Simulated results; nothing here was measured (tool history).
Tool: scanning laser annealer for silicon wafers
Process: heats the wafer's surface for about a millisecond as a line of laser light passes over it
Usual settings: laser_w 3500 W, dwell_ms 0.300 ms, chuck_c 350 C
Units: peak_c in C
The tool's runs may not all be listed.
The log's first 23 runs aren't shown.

| run | hour | laser_w | dwell_ms | chuck_c | peak_c |
|---|---|---|---|---|---|
| 24 | 707.9 | 3614 | 0.222 | 312 | 955 |
| 25 | 733.6 | 3237 | 0.277 | 331 | 962 |
| 26 | 774.9 | 3141 | 0.277 | 364 | 971 |
| 27 | 808.2 | 3141 | 0.222 | 321 | 871 |
| 28 | 837.9 | 3500 | 0.259 | 350 | 1009 |
| 29 | 880.0 | 3427 | 0.337 | 366 | 1086 |
| 30 | 912.4 | 3427 | 0.337 | 366 | 1088 |
| 31 | 954.7 | 3427 | 0.337 | 366 | 1086 |
| 32 | 989.3 | 3809 | 0.337 | 366 | 1165 |
| 33 | 1017.2 | 3411 | 0.300 | 383 | 1059 |
| 34 | 1055.0 | 3411 | 0.300 | 383 | 1060 |
| 35 | 1079.2 | 3411 | 0.300 | 383 | 1058 |
| 36 | 1110.2 | 3411 | 0.300 | 383 | 1055 |
| 37 | 1137.5 | 3580 | 0.300 | 317 | 1026 |
| 38 | 1168.4 | 3580 | 0.300 | 317 | 1025 |
| 39 | 1201.8 | 3580 | 0.300 | 317 | 1022 |
| 40 | 1223.3 | 3500 | 0.217 | 350 | 947 |

Forecast each of these 5 alternatives for the next run:
| A | 1248.1 | 3001 | 0.321 | 313 | ? |
| B | 1248.1 | 3500 | 0.217 | 386 | ? |
| C | 1248.1 | 3143 | 0.310 | 356 | ? |
| D | 1248.1 | 3460 | 0.311 | 329 | ? |
| E | 1248.1 | 3500 | 0.266 | 336 | ? |

| run | peak_c |
|---|---|
| A | 911 |
| B | 982 |
| C | 976 |
| D | 1017 |
| E | 987 |
Without the tool's hidden state the same runs would have given:
| run | peak_c |
|---|---|
| A | 952 |
| B | 1023 |
| C | 1018 |
| D | 1063 |
| E | 1032 |
